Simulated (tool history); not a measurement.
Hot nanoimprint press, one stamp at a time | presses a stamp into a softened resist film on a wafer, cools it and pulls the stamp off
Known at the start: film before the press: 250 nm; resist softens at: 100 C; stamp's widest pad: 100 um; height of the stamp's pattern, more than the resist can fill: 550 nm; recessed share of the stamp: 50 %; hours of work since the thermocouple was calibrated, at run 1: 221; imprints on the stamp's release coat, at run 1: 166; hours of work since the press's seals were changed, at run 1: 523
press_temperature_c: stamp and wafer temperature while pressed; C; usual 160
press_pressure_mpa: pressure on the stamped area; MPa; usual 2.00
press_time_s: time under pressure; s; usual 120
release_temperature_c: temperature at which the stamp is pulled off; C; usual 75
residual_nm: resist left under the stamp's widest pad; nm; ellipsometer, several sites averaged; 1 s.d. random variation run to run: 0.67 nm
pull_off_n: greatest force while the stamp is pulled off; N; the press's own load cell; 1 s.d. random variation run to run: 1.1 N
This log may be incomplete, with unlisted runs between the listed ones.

run   hour  press_temperature_c  press_pressure_mpa  press_time_s  release_temperature_c  hours of work since the thermocouple was calibrated  imprints on the stamp's release coat  hours of work since the press's seals were changed  residual_nm  pull_off_n
  1    0.0                  160                2.00           120                     75                                                  221                                   166                                                 523        148.2          95
  2   35.5                  160                2.00           120                     75                                                  240                                   264                                                 543        147.8          99
  3   84.4                  160                2.00           120                     75                                                  268                                   399                                                 570        148.3          97
  4  148.6                  160                2.00            97                     75                                                  304                                   576                                                 606        156.6         101
  5  192.5                  160                2.00            97                     75                                                  328                                   697                                                 631        157.0         101
     247.4  -- plate thermocouple calibrated
  6  267.6                  160                2.00           188                     75                                                   11                                   896                                                 671        126.4         100
     289.3  -- stamp cleaned and given a new release coat
  7  318.9                  160                2.00           133                     75                                                   37                                    82                                                 697        139.0          94
  8  353.0                  160                2.00           120                     76                                                   56                                   176                                                 716        142.8          91
  9  406.6                  172                2.66            69                     60                                                   86                                   324                                                 746         81.8         125
     449.9  -- plate thermocouple calibrated, once more
 10  466.8                  154                2.00           150                     75                                                    9                                   481                                                 778        188.3         100
 11  500.7                  169                2.00           120                     61                                                   28                                   575                                                 797        101.2         128
     529.8  -- press's hydraulic seals changed and the load cell set to zero
 12  579.3                  171                2.00           153                     61                                                   68                                   769                                                  28         79.0         133
 13  611.1                  157                2.00           120                     75                                                   86                                   857                                                  46        168.6         103
     642.1  -- stamp cleaned and given a new release coat
 14  688.8                  157                2.00           120                     75                                                  126                                   129                                                  86        170.5          96
 15  728.8                  157                2.00           120                     75                                                  148                                   239                                                 108        168.8          98

Results for each run, recomputed without the tool's hidden state and with each run's random variation untouched:
Hidden state present: true temperature over the reading, C; pressure that arrives at the usual setting, %; grip of the stamp's worn release coat, % over a new coat's; drift of the gauge itself on residual_nm, %; drift of the gauge itself on pull_off_n, %.
run  residual_nm  pull_off_n
  1        149.2          95
  2        149.0          97
  3        149.8          95
  4        158.5          98
  5        159.3          97
  6        132.3          95
  7        145.3          97
  8        149.4          92
  9         84.1         125
 10        183.9          95
 11         97.4         122
 12         79.6         124
 13        170.0          95
 14        172.5          96
 15        171.0          96
